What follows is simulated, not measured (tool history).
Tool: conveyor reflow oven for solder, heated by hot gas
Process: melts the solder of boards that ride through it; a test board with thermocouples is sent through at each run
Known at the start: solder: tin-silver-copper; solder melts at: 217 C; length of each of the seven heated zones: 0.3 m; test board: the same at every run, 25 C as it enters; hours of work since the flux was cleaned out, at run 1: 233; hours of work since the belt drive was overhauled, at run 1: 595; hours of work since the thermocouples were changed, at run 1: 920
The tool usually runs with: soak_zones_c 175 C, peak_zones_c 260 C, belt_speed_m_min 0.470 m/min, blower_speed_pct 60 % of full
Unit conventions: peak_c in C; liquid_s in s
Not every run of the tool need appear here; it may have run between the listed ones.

run	day	soak_zones_c	peak_zones_c	belt_speed_m_min	blower_speed_pct	hours of work since the flux was cleaned out	hours of work since the belt drive was overhauled	hours of work since the thermocouples were changed	peak_c	liquid_s
1	0.000	175	260	0.470	60	233	595	920	241.9	48.0
2	1.000	175	260	0.470	60	249	611	936	241.8	47.8
3	1.575	175	264	0.470	60	258	620	946	245.4	51.2
4	2.392	175	264	0.470	60	271	633	959	245.3	51.2
5	2.838	175	264	0.470	60	278	641	966	245.3	51.1
6	3.625	175	264	0.470	60	291	653	979	245.3	51.0
7	4.033	175	260	0.470	60	298	660	985	241.8	48.0
# day 5.042: flux residue cleaned out of gas plates and filters
8	5.196	175	260	0.470	60	2	675	1001	241.9	48.0
9	5.758	175	260	0.470	60	12	684	1010	242.1	47.9
10	6.421	175	260	0.470	60	22	695	1020	241.9	47.9
11	6.917	175	260	0.470	60	30	703	1028	242.1	48.0
12	7.500	175	260	0.482	60	40	712	1038	241.1	45.7
13	7.979	175	260	0.482	60	47	720	1045	241.0	45.7
14	8.896	182	260	0.452	90	62	735	1060	251.1	63.9
15	9.467	167	268	0.452	90	71	744	1069	256.7	61.9
16	10.179	167	272	0.452	78	83	755	1081	257.9	61.6
17	10.783	167	262	0.452	78	92	765	1090	248.8	55.6
18	11.208	186	260	0.558	60	99	772	1097	238.5	39.2
19	11.625	175	252	0.470	60	106	779	1104	235.3	40.3
20	12.400	186	255	0.495	77	118	791	1116	243.2	52.4
21	13.033	186	255	0.495	77	128	801	1127	243.0	52.5
22	13.892	186	255	0.495	77	142	815	1140	243.0	52.6
23	14.429	185	255	0.404	77	151	824	1149	247.0	70.0

For each entry between runs, how does the tool's hidden state at the last listed run before it compare with that at the first listed run after it?
Run 7 -> run 8: flux residue cleaned out of gas plates and filters (day 5.042)
  heat that the gas passes to the board, % of a clean oven's: 99.8 -> 100

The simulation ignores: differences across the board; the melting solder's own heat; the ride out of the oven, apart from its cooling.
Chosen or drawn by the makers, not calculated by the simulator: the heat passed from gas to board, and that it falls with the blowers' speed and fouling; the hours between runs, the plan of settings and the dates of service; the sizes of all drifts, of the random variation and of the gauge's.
